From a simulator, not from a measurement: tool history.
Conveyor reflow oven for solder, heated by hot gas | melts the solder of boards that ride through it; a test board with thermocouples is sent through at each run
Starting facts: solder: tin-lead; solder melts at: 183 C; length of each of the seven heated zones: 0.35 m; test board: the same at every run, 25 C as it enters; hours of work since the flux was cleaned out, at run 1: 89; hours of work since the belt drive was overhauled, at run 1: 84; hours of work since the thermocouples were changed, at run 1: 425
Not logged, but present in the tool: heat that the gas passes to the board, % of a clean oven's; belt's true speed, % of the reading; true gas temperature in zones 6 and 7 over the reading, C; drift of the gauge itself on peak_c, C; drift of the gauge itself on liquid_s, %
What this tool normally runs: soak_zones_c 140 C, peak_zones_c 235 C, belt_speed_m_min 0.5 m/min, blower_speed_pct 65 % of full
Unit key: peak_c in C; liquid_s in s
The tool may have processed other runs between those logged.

run	hour	soak_zones_c	peak_zones_c	belt_speed_m_min	blower_speed_pct	hours of work since the flux was cleaned out	hours of work since the belt drive was overhauled	hours of work since the thermocouples were changed	peak_c	liquid_s
1	0	140	235	0.5	65	89	84	425	221.04	67.3
2	7.5	140	235	0.5	65	93	89	430	221.09	67.4
3	18.1	140	235	0.5	65	99	94	436	221.23	67.3
4	28.5	140	235	0.5	65	105	100	441	221.19	67.2
5	44	140	235	0.5	65	114	109	450	221.3	67.3
6	52.8	140	235	0.5	65	119	114	455	221.13	67.1
7	64.8	132	235	0.5	65	125	121	462	219.82	63.2
8	77	140	235	0.5	64	132	127	468	220.9	67
9	91.8	140	235	0.5	64	140	136	477	220.95	66.8
10	104.1	140	235	0.5	65	147	143	484	221.21	67.2
11	112.5	140	235	0.443	65	152	147	488	224.85	79.5
12	119.9	140	235	0.5	65	156	151	492	221.23	67.3
13	136.2	140	235	0.5	65	165	161	502	221.16	67.1
14	147	141	236	0.5	65	171	167	508	222.2	68.3
15	155	140	242	0.506	65	176	171	512	227	70.3
16	164	140	242	0.506	65	181	176	517	227.15	70.2
17	180.7	140	242	0.506	65	190	185	527	226.93	70.3
18	192.4	142	235	0.5	65	197	192	533	221.42	68.5
19	203	142	235	0.5	65	203	198	539	221.55	68.3
20	214.7	142	235	0.561	65	209	204	546	217.75	57.4
21	227.7	138	235	0.537	56	217	212	553	215.79	56.9
22	238.7	136	245	0.5	57	223	218	559	226.99	69.5
23	246.2	144	235	0.5	80	227	222	563	225	72
24	256.6	144	235	0.5	82	233	228	569	225.28	72.2

Consider 4 possible next runs. They are alternatives, not a sequence: every one starts from the tool as it was left by run 24. What does each give?
A	269.6	145	235	0.5	65	240	235	576	?	?
B	269.6	140	237	0.5	65	240	235	576	?	?
C	269.6	129	241	0.5	51	240	235	576	?	?
D	269.6	153	243	0.5	81	240	235	576	?	?

run	peak_c	liquid_s
A	222.1	70.1
B	222.99	68.7
C	219.85	61.6
D	233.63	80.3
With the hidden condition removed and each run's random variation left untouched, the same runs would have given:
run	peak_c	liquid_s
A	220.64	68.8
B	221.55	67.5
C	218.44	60.2
D	232.13	79.2
